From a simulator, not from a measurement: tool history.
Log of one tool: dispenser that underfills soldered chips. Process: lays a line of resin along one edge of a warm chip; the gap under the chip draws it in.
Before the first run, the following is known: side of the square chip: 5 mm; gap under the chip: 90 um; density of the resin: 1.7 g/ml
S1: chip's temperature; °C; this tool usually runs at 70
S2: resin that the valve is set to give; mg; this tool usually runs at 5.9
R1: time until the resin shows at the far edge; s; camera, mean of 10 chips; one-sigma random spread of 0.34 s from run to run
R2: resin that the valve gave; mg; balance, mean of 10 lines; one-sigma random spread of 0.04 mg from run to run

{"run": 1, "hour": 0.0, "S1": 70, "S2": 5.9, "R1": 17.1, "R2": 5.8}
{"run": 2, "hour": 4.9, "S1": 70, "S2": 5.9, "R1": 19, "R2": 5.79}
{"hour": 8.3, "done": "new syringe of resin"}
{"run": 3, "hour": 10.1, "S1": 70, "S2": 5.9, "R1": 17.6, "R2": 5.82}
{"hour": 17.5, "done": "new syringe of resin"}
{"run": 4, "hour": 20.2, "S1": 70, "S2": 5.9, "R1": 18.2, "R2": 5.76}
{"hour": 27.2, "done": "new syringe of resin"}
{"run": 5, "hour": 30.0, "S1": 66, "S2": 5.9, "R1": 22.1, "R2": 5.75}
{"hour": 36.8, "done": "new syringe of resin"}
{"run": 6, "hour": 38.6, "S1": 67, "S2": 5.9, "R1": 19.5, "R2": 5.72}
{"hour": 46.0, "done": "new syringe of resin"}
{"run": 7, "hour": 48.1, "S1": 79, "S2": 5.9, "R1": 12.1, "R2": 5.65}
{"run": 8, "hour": 54.0, "S1": 79, "S2": 5.9, "R1": 14, "R2": 5.78}
{"hour": 55.7, "done": "new syringe of resin"}
{"run": 9, "hour": 59.2, "S1": 70, "S2": 5.9, "R1": 18.7, "R2": 5.75}
{"hour": 64.8, "done": "new syringe of resin"}
{"run": 10, "hour": 67.4, "S1": 70, "S2": 5.9, "R1": 18.2, "R2": 5.72}
{"hour": 74.4, "done": "new syringe of resin"}
{"run": 11, "hour": 74.6, "S1": 70, "S2": 5.9, "R1": 16.7, "R2": 5.6}
{"run": 12, "hour": 81.1, "S1": 70, "S2": 5.9, "R1": 19.4, "R2": 5.63}
{"hour": 83.8, "done": "new syringe of resin"}
{"run": 13, "hour": 88.8, "S1": 70, "S2": 5.9, "R1": 18.5, "R2": 5.59}
{"hour": 92.9, "done": "new syringe of resin"}
{"run": 14, "hour": 97.4, "S1": 70, "S2": 5.9, "R1": 19.1, "R2": 5.63}
{"hour": 102.8, "done": "new syringe of resin"}
{"run": 15, "hour": 104.3, "S1": 70, "S2": 5.9, "R1": 18.3, "R2": 5.68}
{"run": 16, "hour": 110.2, "S1": 70, "S2": 5.9, "R1": 20.2, "R2": 5.67}
{"hour": 112.4, "done": "new syringe of resin"}
{"run": 17, "hour": 119.3, "S1": 79, "S2": 6.74, "R1": 13.5, "R2": 6.43}
{"hour": 122.4, "done": "new syringe of resin"}
{"run": 18, "hour": 127.3, "S1": 79, "S2": 6.74, "R1": 12.2, "R2": 6.42}
{"hour": 131.6, "done": "new syringe of resin"}
{"run": 19, "hour": 132.4, "S1": 79, "S2": 7.63, "R1": 11.7, "R2": 7.24}
{"run": 20, "hour": 137.3, "S1": 79, "S2": 6.46, "R1": 13.9, "R2": 6.14}
{"hour": 141.1, "done": "new syringe of resin"}
{"run": 21, "hour": 146.6, "S1": 66, "S2": 5.99, "R1": 23.7, "R2": 5.75}
{"hour": 149.5, "done": "dispensing valve cleaned and set on the balance"}
{"hour": 151.4, "done": "new syringe of resin"}
{"run": 22, "hour": 153.4, "S1": 82, "S2": 5.02, "R1": 10.9, "R2": 5.05}
{"hour": 160.7, "done": "new syringe of resin"}
{"run": 23, "hour": 163.5, "S1": 82, "S2": 5.02, "R1": 11.5, "R2": 4.98}
{"hour": 170.1, "done": "new syringe of resin"}
{"run": 24, "hour": 173.2, "S1": 82, "S2": 5.48, "R1": 11, "R2": 5.37}
{"hour": 179.7, "done": "new syringe of resin"}
{"run": 25, "hour": 182.6, "S1": 59, "S2": 5.56, "R1": 30.1, "R2": 5.55}
{"hour": 189.4, "done": "new syringe of resin"}
{"run": 26, "hour": 190.6, "S1": 70, "S2": 5.77, "R1": 17.6, "R2": 5.72}
{"run": 27, "hour": 195.3, "S1": 83, "S2": 6.51, "R1": 11.9, "R2": 6.37}

Pick out some run-to-run changes in R1. Of each, how much would a tool without hidden state show as well, from the settings, what came in and chance, and how much is left for the hidden state and any gauge scatter not in both results compared?
The hidden state here: resin's viscosity, % of fresh resin's; dose that the valve gives, % of what is set; true chip temperature over the reading, C; drift of the gauge itself on fill_s, %; drift of the gauge itself on given_mg, %.
Run 11 -> 12: settings left as they were, no log entry in between. R1 +2.7 s: hidden state +2.6, all else +0.1.
Run 21 -> 22: S1 66 -> 82, S2 5.99 -> 5.02, dispensing valve cleaned and set on the balance, new syringe of resin. R1 -12.8 s: hidden state -2.6, all else -10.2.
Run 24 -> 25: S1 82 -> 59, S2 5.48 -> 5.56, new syringe of resin. R1 +19.1 s: hidden state +1.7, all else +17.4.
